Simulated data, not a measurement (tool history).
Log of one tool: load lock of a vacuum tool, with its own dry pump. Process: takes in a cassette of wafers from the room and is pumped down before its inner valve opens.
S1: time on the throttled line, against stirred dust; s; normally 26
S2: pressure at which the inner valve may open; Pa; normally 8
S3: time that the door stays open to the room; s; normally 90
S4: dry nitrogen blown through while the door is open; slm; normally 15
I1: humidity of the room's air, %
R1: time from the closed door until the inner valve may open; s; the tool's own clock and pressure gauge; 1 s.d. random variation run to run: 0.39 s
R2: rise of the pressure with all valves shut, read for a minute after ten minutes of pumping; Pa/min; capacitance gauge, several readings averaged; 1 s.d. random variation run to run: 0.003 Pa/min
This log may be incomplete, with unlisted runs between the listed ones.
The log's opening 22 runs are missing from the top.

run 23 hour=1595.4 | S1=51 S2=11 S3=67 S4=15 | I1=46.7 | R1=67.7 R2=0.089
run 24 hour=1667.4 | S1=29 S2=8 S3=122 S4=8 | I1=43.8 | R1=51.3 R2=0.1
run 25 hour=1768.5 | S1=26 S2=8 S3=90 S4=22 | I1=42.9 | R1=48.6 R2=0.08
run 26 hour=1830.3 | S1=26 S2=8 S3=90 S4=22 | I1=45.9 | R1=48.1 R2=0.093
run 27 hour=1909 | S1=26 S2=13 S3=90 S4=17 | I1=45.6 | R1=46.6 R2=0.091
run 28 hour=1999.6 | S1=14 S2=16 S3=90 S4=17 | I1=45.6 | R1=36.7 R2=0.101
run 29 hour=2084.5 | S1=26 S2=8 S3=58 S4=17 | I1=45.6 | R1=49.1 R2=0.094
run 30 hour=2180.6 | S1=24 S2=10 S3=33 S4=9 | I1=45.2 | R1=46.3 R2=0.093
run 31 hour=2276.1 | S1=24 S2=10 S3=33 S4=9 | I1=46.7 | R1=46.7 R2=0.088
run 32 hour=2343.9 | S1=24 S2=10 S3=33 S4=9 | I1=40.4 | R1=46.7 R2=0.088
run 33 hour=2426.1 | S1=29 S2=15 S3=108 S4=9 | I1=44 | R1=49.5 R2=0.116
run 34 hour=2500.1 | S1=43 S2=16 S3=48 S4=9 | I1=46 | R1=60 R2=0.098
run 35 hour=2606.9 | S1=20 S2=15 S3=90 S4=9 | I1=45.5 | R1=41.3 R2=0.106
run 36 hour=2674.5 | S1=19 S2=9 S3=44 S4=13 | I1=43.2 | R1=43.7 R2=0.096
run 37 hour=2729.1 | S1=19 S2=9 S3=44 S4=13 | I1=45.7 | R1=43 R2=0.098

Consider 3 possible next runs. They are alternatives, not a sequence: every one starts from the tool as it was left by run 37. What does each give?
run A hour=2782.7 | S1=26 S2=13 S3=128 S4=15 | I1=45.9 | R1=? R2=?
run B hour=2782.7 | S1=35 S2=9 S3=29 S4=13 | I1=47.9 | R1=? R2=?
run C hour=2782.7 | S1=26 S2=8 S3=147 S4=37 | I1=48.9 | R1=? R2=?

run=A R1=47.4 R2=0.111
run=B R1=55.6 R2=0.09
run=C R1=48.6 R2=0.103
With no hidden state in the tool, these same runs would have given:
run=A R1=45.7 R2=0.053
run=B R1=54 R2=0.033
run=C R1=46.8 R2=0.046
